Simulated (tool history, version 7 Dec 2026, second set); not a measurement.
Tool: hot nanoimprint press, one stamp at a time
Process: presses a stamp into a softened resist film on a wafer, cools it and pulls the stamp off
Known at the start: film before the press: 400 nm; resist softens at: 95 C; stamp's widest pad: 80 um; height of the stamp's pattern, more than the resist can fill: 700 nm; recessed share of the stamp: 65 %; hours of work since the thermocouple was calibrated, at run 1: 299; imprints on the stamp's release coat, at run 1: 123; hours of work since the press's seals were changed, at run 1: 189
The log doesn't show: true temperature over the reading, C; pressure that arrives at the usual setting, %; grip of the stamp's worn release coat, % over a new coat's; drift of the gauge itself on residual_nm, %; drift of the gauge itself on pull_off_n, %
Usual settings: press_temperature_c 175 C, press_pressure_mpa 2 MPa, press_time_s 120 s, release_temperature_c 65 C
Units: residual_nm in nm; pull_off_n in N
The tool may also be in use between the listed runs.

run,hour,press_temperature_c,press_pressure_mpa,press_time_s,release_temperature_c,hours of work since the thermocouple was calibrated,imprints on the stamp's release coat,hours of work since the press's seals were changed,residual_nm,pull_off_n
1,0,175,2,120,65,299,123,189,198.9,164.4
# hour 3.9: plate thermocouple calibrated
2,13.9,175,2,120,65,7,153,197,197.5,164
3,20.9,175,2,63,65,12,173,202,245.8,163.7
# hour 32.9: plate thermocouple calibrated, once more
4,34.7,175,2,63,65,1,204,209,252.2,170.9
5,41.9,175,2,63,65,6,224,214,251.9,169.9
6,49.8,175,2,176,65,12,246,219,175.7,172.6
7,54.9,175,2,176,65,15,261,223,175.7,170.5
8,64.3,175,2,176,65,21,287,229,175.8,172.6
9,70.8,175,2,120,50,26,305,234,203.3,240.6
10,77.1,175,2,120,50,30,323,238,203.2,238.8
11,87.4,175,2,120,61,37,352,245,203.3,191.2
12,97,175,2,120,61,44,379,252,203.1,192
13,102.1,181,1.41,125,61,47,394,255,199,192.8
14,108.5,181,1.41,125,61,52,412,260,199.2,193.3
15,114.4,181,2.94,159,61,56,429,264,131.5,193.9
16,124.1,177,2,120,65,62,456,270,193.5,176.8
17,130.8,177,2,120,65,67,475,275,193.4,177.1
18,140.6,178,2,120,52,74,503,282,188.4,235.5
# hour 152.3: stamp cleaned and given a new release coat
19,153,175,3.03,120,65,78,2,286,171.3,162.4
20,160,175,1.31,235,63,83,21,291,187,173.6
21,166.2,184,1.31,101,63,87,39,295,206.8,172.6
22,171.9,184,1.31,101,63,91,55,299,207.3,172.5
23,182.4,184,1.31,101,63,98,85,306,207,174.2

Forecast each of these 5 alternatives for the next run:
A,187.4,175,1.77,120,65,102,99,309,?,?
B,187.4,175,2,91,65,102,99,309,?,?
C,187.4,184,1.31,231,51,102,99,309,?,?
D,187.4,168,2,120,65,102,99,309,?,?
E,187.4,171,1.31,101,63,102,99,309,?,?

run,residual_nm,pull_off_n
A,212.2,165.6
B,223.3,167.2
C,149.8,225.7
D,240.2,165.4
E,270.3,173.5
Without the tool's hidden state the same runs would have given:
run,residual_nm,pull_off_n
A,212.8,163.9
B,223.7,165.5
C,150.3,223.1
D,240.8,163.8
E,271.1,171.7

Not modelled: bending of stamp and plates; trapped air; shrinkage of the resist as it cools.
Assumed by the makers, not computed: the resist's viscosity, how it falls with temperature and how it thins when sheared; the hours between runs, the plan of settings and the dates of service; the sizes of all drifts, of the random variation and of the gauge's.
